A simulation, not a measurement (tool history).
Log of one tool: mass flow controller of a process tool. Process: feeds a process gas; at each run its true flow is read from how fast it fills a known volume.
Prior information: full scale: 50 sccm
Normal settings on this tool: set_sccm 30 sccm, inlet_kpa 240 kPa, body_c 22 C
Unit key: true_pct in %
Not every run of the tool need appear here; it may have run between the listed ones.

run,hour,set_sccm,inlet_kpa,body_c,true_pct
1,0,30,240,22,99.07
2,76.9,30,240,22,99.32
3,240.1,30,240,22,99.22
4,407.3,30,240,22,99.01
5,564.4,30,240,22,99.16
6,736.6,21,240,22,98.76
7,892.1,30,142,22,99.86
8,967.1,30,142,22,99.82
9,1106.1,30,142,22,99.83
10,1211.6,30,142,22,99.95
11,1283.5,30,142,22,99.9
12,1425.6,30,142,22,99.83
13,1592.3,30,142,22,99.87
14,1757.2,30,240,29,98.4
15,1885.8,30,150,22,99.85
16,1955.8,30,150,22,99.77
17,2035.2,6,240,22,98.13
18,2135.5,30,150,22,99.74
19,2220.5,30,150,22,99.77
20,2344.6,30,150,22,99.75
21,2441.4,30,205,24,99.23
22,2531.4,30,205,24,99.19
23,2613.3,43,205,24,99.87
24,2754.7,43,205,24,99.7
25,2825.3,25,205,24,98.86
26,2929.5,23,261,38,96.7
27,3070.2,23,261,38,96.87
28,3187.8,6,148,27,98.34
29,3346.8,34,151,31,98.89
30,3419.2,14,185,22,98.77
31,3558.8,21,141,26,99
32,3678.6,8,141,26,98.53
33,3793.6,20,159,22,99.25
34,3963.7,20,159,22,99.33
35,4054.7,20,159,22,99.41
36,4165.8,6,159,22,98.61
37,4238.8,6,159,22,98.69

Consider 3 possible next runs. They are alternatives, not a sequence: every one starts from the tool as it was left by run 37. What does each give?
A,4316.6,30,188,40,?
B,4316.6,35,267,25,?
C,4316.6,6,159,38,?

run,true_pct
A,97.57
B,98.84
C,96.81
The same runs, with their run-to-run variation unchanged, on a tool lacking any hidden condition would have given:
run,true_pct
A,97.56
B,98.83
C,96.8
